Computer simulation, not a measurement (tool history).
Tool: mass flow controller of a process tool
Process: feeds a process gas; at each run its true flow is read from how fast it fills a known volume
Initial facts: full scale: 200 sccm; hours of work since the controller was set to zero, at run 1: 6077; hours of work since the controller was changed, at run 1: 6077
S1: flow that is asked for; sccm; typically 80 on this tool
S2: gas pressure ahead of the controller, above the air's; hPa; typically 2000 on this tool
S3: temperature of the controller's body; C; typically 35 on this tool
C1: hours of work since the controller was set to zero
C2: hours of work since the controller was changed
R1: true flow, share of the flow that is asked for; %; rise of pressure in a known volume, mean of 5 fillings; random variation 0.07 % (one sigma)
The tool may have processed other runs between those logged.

{"run": 1, "hour": 0.0, "S1": 80, "S2": 2000, "S3": 35, "C1": 6077, "C2": 6077, "R1": 96.8}
{"run": 2, "hour": 195.1, "S1": 80, "S2": 2000, "S3": 35, "C1": 6202, "C2": 6202, "R1": 96.85}
{"run": 3, "hour": 464.2, "S1": 80, "S2": 2000, "S3": 35, "C1": 6375, "C2": 6375, "R1": 96.84}
{"run": 4, "hour": 696.2, "S1": 80, "S2": 2000, "S3": 35, "C1": 6524, "C2": 6524, "R1": 96.88}
{"run": 5, "hour": 873.8, "S1": 80, "S2": 2000, "S3": 35, "C1": 6637, "C2": 6637, "R1": 96.85}
{"hour": 1016.5, "done": "controller exchanged for a calibrated one"}
{"run": 6, "hour": 1100.1, "S1": 80, "S2": 2000, "S3": 35, "C1": 54, "C2": 54, "R1": 96.76}
{"run": 7, "hour": 1328.9, "S1": 80, "S2": 2000, "S3": 35, "C1": 200, "C2": 200, "R1": 96.83}
{"run": 8, "hour": 1488.5, "S1": 80, "S2": 2000, "S3": 35, "C1": 302, "C2": 302, "R1": 97.0}
{"run": 9, "hour": 1666.9, "S1": 27, "S2": 2000, "S3": 35, "C1": 417, "C2": 417, "R1": 95.97}
{"run": 10, "hour": 1944.0, "S1": 27, "S2": 2000, "S3": 35, "C1": 594, "C2": 594, "R1": 96.05}
{"run": 11, "hour": 2218.5, "S1": 80, "S2": 2000, "S3": 35, "C1": 770, "C2": 770, "R1": 96.81}
{"run": 12, "hour": 2380.4, "S1": 80, "S2": 2000, "S3": 35, "C1": 874, "C2": 874, "R1": 96.97}
{"run": 13, "hour": 2499.6, "S1": 80, "S2": 2000, "S3": 35, "C1": 950, "C2": 950, "R1": 96.93}
{"run": 14, "hour": 2701.8, "S1": 80, "S2": 2000, "S3": 35, "C1": 1080, "C2": 1080, "R1": 96.99}
{"run": 15, "hour": 2936.4, "S1": 80, "S2": 2000, "S3": 39, "C1": 1230, "C2": 1230, "R1": 96.43}
{"run": 16, "hour": 3196.6, "S1": 80, "S2": 2000, "S3": 39, "C1": 1397, "C2": 1397, "R1": 96.43}
{"run": 17, "hour": 3400.8, "S1": 80, "S2": 2000, "S3": 21, "C1": 1528, "C2": 1528, "R1": 98.39}
{"run": 18, "hour": 3678.9, "S1": 58, "S2": 2000, "S3": 35, "C1": 1706, "C2": 1706, "R1": 96.56}
{"run": 19, "hour": 3804.8, "S1": 80, "S2": 2000, "S3": 34, "C1": 1787, "C2": 1787, "R1": 96.93}
{"run": 20, "hour": 4048.3, "S1": 80, "S2": 2250, "S3": 35, "C1": 1943, "C2": 1943, "R1": 96.56}
{"run": 21, "hour": 4198.1, "S1": 80, "S2": 2000, "S3": 25, "C1": 2039, "C2": 2039, "R1": 98.1}
{"run": 22, "hour": 4475.2, "S1": 80, "S2": 2000, "S3": 35, "C1": 2217, "C2": 2217, "R1": 96.94}
{"run": 23, "hour": 4611.6, "S1": 80, "S2": 2000, "S3": 23, "C1": 2304, "C2": 2304, "R1": 98.24}
{"run": 24, "hour": 4782.6, "S1": 80, "S2": 2000, "S3": 23, "C1": 2414, "C2": 2414, "R1": 98.26}
{"run": 25, "hour": 5044.3, "S1": 80, "S2": 1860, "S3": 25, "C1": 2581, "C2": 2581, "R1": 98.21}
{"run": 26, "hour": 5313.9, "S1": 80, "S2": 1860, "S3": 25, "C1": 2754, "C2": 2754, "R1": 98.08}
{"run": 27, "hour": 5469.4, "S1": 118, "S2": 2320, "S3": 33, "C1": 2854, "C2": 2854, "R1": 97.54}
{"run": 28, "hour": 5758.1, "S1": 21, "S2": 2100, "S3": 20, "C1": 3039, "C2": 3039, "R1": 97.57}
{"run": 29, "hour": 6030.2, "S1": 80, "S2": 2660, "S3": 35, "C1": 3213, "C2": 3213, "R1": 96.45}
{"run": 30, "hour": 6175.1, "S1": 132, "S2": 2540, "S3": 22, "C1": 3306, "C2": 3306, "R1": 98.87}
{"run": 31, "hour": 6328.7, "S1": 70, "S2": 2630, "S3": 29, "C1": 3404, "C2": 3404, "R1": 96.92}
{"run": 32, "hour": 6544.6, "S1": 80, "S2": 2460, "S3": 35, "C1": 3543, "C2": 3543, "R1": 96.53}
{"run": 33, "hour": 6743.7, "S1": 149, "S2": 2460, "S3": 39, "C1": 3670, "C2": 3670, "R1": 97.31}
{"run": 34, "hour": 7006.4, "S1": 181, "S2": 2230, "S3": 34, "C1": 3839, "C2": 3839, "R1": 98.51}
{"run": 35, "hour": 7253.9, "S1": 181, "S2": 2230, "S3": 34, "C1": 3997, "C2": 3997, "R1": 98.52}
{"run": 36, "hour": 7474.7, "S1": 80, "S2": 2000, "S3": 39, "C1": 4139, "C2": 4139, "R1": 96.49}
{"run": 37, "hour": 7695.0, "S1": 23, "S2": 1790, "S3": 26, "C1": 4280, "C2": 4280, "R1": 97.1}
{"run": 38, "hour": 7951.8, "S1": 62, "S2": 1580, "S3": 26, "C1": 4445, "C2": 4445, "R1": 97.87}
{"run": 39, "hour": 8201.7, "S1": 80, "S2": 2000, "S3": 37, "C1": 4605, "C2": 4605, "R1": 96.59}
{"run": 40, "hour": 8497.3, "S1": 143, "S2": 2550, "S3": 21, "C1": 4794, "C2": 4794, "R1": 99.07}
{"run": 41, "hour": 8643.2, "S1": 143, "S2": 1530, "S3": 30, "C1": 4888, "C2": 4888, "R1": 98.84}
{"run": 42, "hour": 8818.1, "S1": 93, "S2": 1570, "S3": 21, "C1": 5000, "C2": 5000, "R1": 98.98}
{"run": 43, "hour": 8982.2, "S1": 74, "S2": 1880, "S3": 27, "C1": 5105, "C2": 5105, "R1": 97.76}
{"run": 44, "hour": 9198.6, "S1": 74, "S2": 1880, "S3": 27, "C1": 5244, "C2": 5244, "R1": 97.87}
{"run": 45, "hour": 9468.8, "S1": 74, "S2": 1880, "S3": 27, "C1": 5417, "C2": 5417, "R1": 97.73}
{"run": 46, "hour": 9661.0, "S1": 22, "S2": 2000, "S3": 21, "C1": 5540, "C2": 5540, "R1": 97.51}
{"run": 47, "hour": 9854.9, "S1": 122, "S2": 2410, "S3": 35, "C1": 5664, "C2": 5664, "R1": 97.31}
{"run": 48, "hour": 9994.3, "S1": 122, "S2": 2410, "S3": 35, "C1": 5754, "C2": 5754, "R1": 97.22}

What if the next run were any one of these 5? Each begins from the tool's condition after run 48:
{"run": "A", "hour": 10231.1, "S1": 94, "S2": 1800, "S3": 24, "C1": 5905, "C2": 5905, "R1": "?"}
{"run": "B", "hour": 10231.1, "S1": 22, "S2": 2000, "S3": 29, "C1": 5905, "C2": 5905, "R1": "?"}
{"run": "C", "hour": 10231.1, "S1": 64, "S2": 1590, "S3": 35, "C1": 5905, "C2": 5905, "R1": "?"}
{"run": "D", "hour": 10231.1, "S1": 131, "S2": 2000, "S3": 35, "C1": 5905, "C2": 5905, "R1": "?"}
{"run": "E", "hour": 10231.1, "S1": 126, "S2": 2750, "S3": 37, "C1": 5905, "C2": 5905, "R1": "?"}

run=A R1=98.46
run=B R1=96.44
run=C R1=96.88
run=D R1=97.71
run=E R1=96.82
What these runs would have given with no unlogged condition in the tool:
run=A R1=98.47
run=B R1=96.45
run=C R1=96.89
run=D R1=97.72
run=E R1=96.83
